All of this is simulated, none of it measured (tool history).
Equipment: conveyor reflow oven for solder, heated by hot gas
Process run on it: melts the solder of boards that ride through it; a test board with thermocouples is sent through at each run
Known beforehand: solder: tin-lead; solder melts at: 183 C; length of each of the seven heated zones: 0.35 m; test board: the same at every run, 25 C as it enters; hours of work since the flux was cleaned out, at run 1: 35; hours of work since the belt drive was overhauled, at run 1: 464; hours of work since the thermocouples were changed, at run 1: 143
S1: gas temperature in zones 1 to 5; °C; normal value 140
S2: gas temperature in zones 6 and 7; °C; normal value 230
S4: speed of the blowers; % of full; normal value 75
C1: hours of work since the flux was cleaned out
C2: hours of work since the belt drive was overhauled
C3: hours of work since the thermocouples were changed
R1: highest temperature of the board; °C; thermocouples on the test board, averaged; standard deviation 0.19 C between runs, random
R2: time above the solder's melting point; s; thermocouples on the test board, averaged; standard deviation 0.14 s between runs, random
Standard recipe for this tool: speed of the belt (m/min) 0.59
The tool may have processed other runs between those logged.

run 1 hour=0 | S1=140 S2=230 speed_of_the_belt_(m/min)=0.59 S4=75 | C1=35 C2=464 C3=143 | R1=218.2 R2=56.1
run 2 hour=19.6 | S1=140 S2=236 speed_of_the_belt_(m/min)=0.59 S4=75 | C1=51 C2=480 C3=158 | R1=223.4 R2=59.5
run 3 hour=32 | S1=140 S2=230 speed_of_the_belt_(m/min)=0.59 S4=75 | C1=60 C2=490 C3=168 | R1=218 R2=56.2
run 4 hour=51.4 | S1=141 S2=230 speed_of_the_belt_(m/min)=0.59 S4=75 | C1=76 C2=505 C3=183 | R1=218.3 R2=56.5
run 5 hour=69.8 | S1=140 S2=230 speed_of_the_belt_(m/min)=0.59 S4=75 | C1=90 C2=520 C3=198 | R1=217.3 R2=56
run 6 hour=84.4 | S1=140 S2=230 speed_of_the_belt_(m/min)=0.59 S4=75 | C1=102 C2=531 C3=209 | R1=217.6 R2=55.9
run 7 hour=101.7 | S1=140 S2=230 speed_of_the_belt_(m/min)=0.59 S4=75 | C1=116 C2=545 C3=223 | R1=217.8 R2=55.7
run 8 hour=130.8 | S1=140 S2=230 speed_of_the_belt_(m/min)=0.59 S4=75 | C1=139 C2=568 C3=246 | R1=217.3 R2=56
run 9 hour=159 | S1=140 S2=230 speed_of_the_belt_(m/min)=0.59 S4=66 | C1=161 C2=590 C3=269 | R1=216 R2=54.7
run 10 hour=187.1 | S1=140 S2=233 speed_of_the_belt_(m/min)=0.59 S4=75 | C1=183 C2=613 C3=291 | R1=219.7 R2=57.2
run 11 hour=206.3 | S1=140 S2=230 speed_of_the_belt_(m/min)=0.578 S4=75 | C1=198 C2=628 C3=306 | R1=218.2 R2=57.3
run 12 hour=224.6 | S1=140 S2=230 speed_of_the_belt_(m/min)=0.578 S4=75 | C1=213 C2=642 C3=321 | R1=217.6 R2=56.9
run 13 hour=248.6 | S1=140 S2=230 speed_of_the_belt_(m/min)=0.578 S4=75 | C1=232 C2=661 C3=340 | R1=217.6 R2=57
run 14 hour=272.9 | S1=140 S2=243 speed_of_the_belt_(m/min)=0.59 S4=75 | C1=251 C2=680 C3=359 | R1=228.6 R2=62.4
run 15 hour=285.5 | S1=140 S2=230 speed_of_the_belt_(m/min)=0.59 S4=75 | C1=261 C2=690 C3=369 | R1=216.6 R2=55.3
run 16 hour=302.6 | S1=140 S2=230 speed_of_the_belt_(m/min)=0.59 S4=76 | C1=275 C2=704 C3=382 | R1=217 R2=55.3
-- hour=325.6 flux residue cleaned out of gas plates and filters
run 17 hour=325.6 | S1=148 S2=226 speed_of_the_belt_(m/min)=0.657 S4=78 | C1=0 C2=718 C3=397 | R1=211.4 R2=48.2
run 18 hour=353.6 | S1=138 S2=226 speed_of_the_belt_(m/min)=0.657 S4=78 | C1=22 C2=740 C3=419 | R1=209.3 R2=42.8
run 19 hour=378.4 | S1=138 S2=226 speed_of_the_belt_(m/min)=0.657 S4=78 | C1=42 C2=760 C3=438 | R1=209.4 R2=42.7
run 20 hour=401 | S1=138 S2=226 speed_of_the_belt_(m/min)=0.657 S4=78 | C1=60 C2=778 C3=456 | R1=209 R2=42.6
run 21 hour=419 | S1=138 S2=226 speed_of_the_belt_(m/min)=0.502 S4=77 | C1=74 C2=792 C3=471 | R1=216.1 R2=65.3
run 22 hour=442.5 | S1=138 S2=226 speed_of_the_belt_(m/min)=0.502 S4=77 | C1=93 C2=811 C3=489 | R1=216.1 R2=65.2
-- hour=457.2 flux residue cleaned out of gas plates and filters, once more
run 23 hour=465.9 | S1=130 S2=230 speed_of_the_belt_(m/min)=0.506 S4=75 | C1=7 C2=825 C3=504 | R1=221 R2=65.9
run 24 hour=489.3 | S1=147 S2=230 speed_of_the_belt_(m/min)=0.506 S4=59 | C1=25 C2=844 C3=522 | R1=220.4 R2=71
run 25 hour=512.6 | S1=134 S2=237 speed_of_the_belt_(m/min)=0.487 S4=63 | C1=44 C2=862 C3=541 | R1=226.8 R2=73.5
run 26 hour=526.2 | S1=132 S2=238 speed_of_the_belt_(m/min)=0.702 S4=87 | C1=55 C2=873 C3=552 | R1=220.3 R2=46.1
run 27 hour=555.3 | S1=132 S2=238 speed_of_the_belt_(m/min)=0.702 S4=87 | C1=78 C2=896 C3=575 | R1=220.4 R2=46
run 28 hour=584.7 | S1=134 S2=230 speed_of_the_belt_(m/min)=0.59 S4=75 | C1=101 C2=920 C3=598 | R1=216.6 R2=53.9
run 29 hour=614.9 | S1=152 S2=230 speed_of_the_belt_(m/min)=0.601 S4=75 | C1=125 C2=943 C3=622 | R1=218.7 R2=60.5
run 30 hour=642.5 | S1=140 S2=230 speed_of_the_belt_(m/min)=0.59 S4=52 | C1=147 C2=965 C3=644 | R1=213.5 R2=52.1
run 31 hour=662.5 | S1=140 S2=230 speed_of_the_belt_(m/min)=0.59 S4=52 | C1=163 C2=981 C3=659 | R1=213.1 R2=52.2

3 ways to go on from here, each from the tool as it stands after run 31. What would each give?
run A hour=684.2 | S1=141 S2=230 speed_of_the_belt_(m/min)=0.531 S4=52 | C1=180 C2=998 C3=677 | R1=? R2=?
run B hour=684.2 | S1=140 S2=233 speed_of_the_belt_(m/min)=0.709 S4=58 | C1=180 C2=998 C3=677 | R1=? R2=?
run C hour=684.2 | S1=147 S2=230 speed_of_the_belt_(m/min)=0.59 S4=75 | C1=180 C2=998 C3=677 | R1=? R2=?

run=A R1=216.5 R2=62.1
run=B R1=211.2 R2=40.8
run=C R1=218.1 R2=59.5
With the hidden condition removed and each run's random variation left untouched, the same runs would have given:
run=A R1=216.9 R2=60.8
run=B R1=211.8 R2=40.3
run=C R1=218.8 R2=58.4
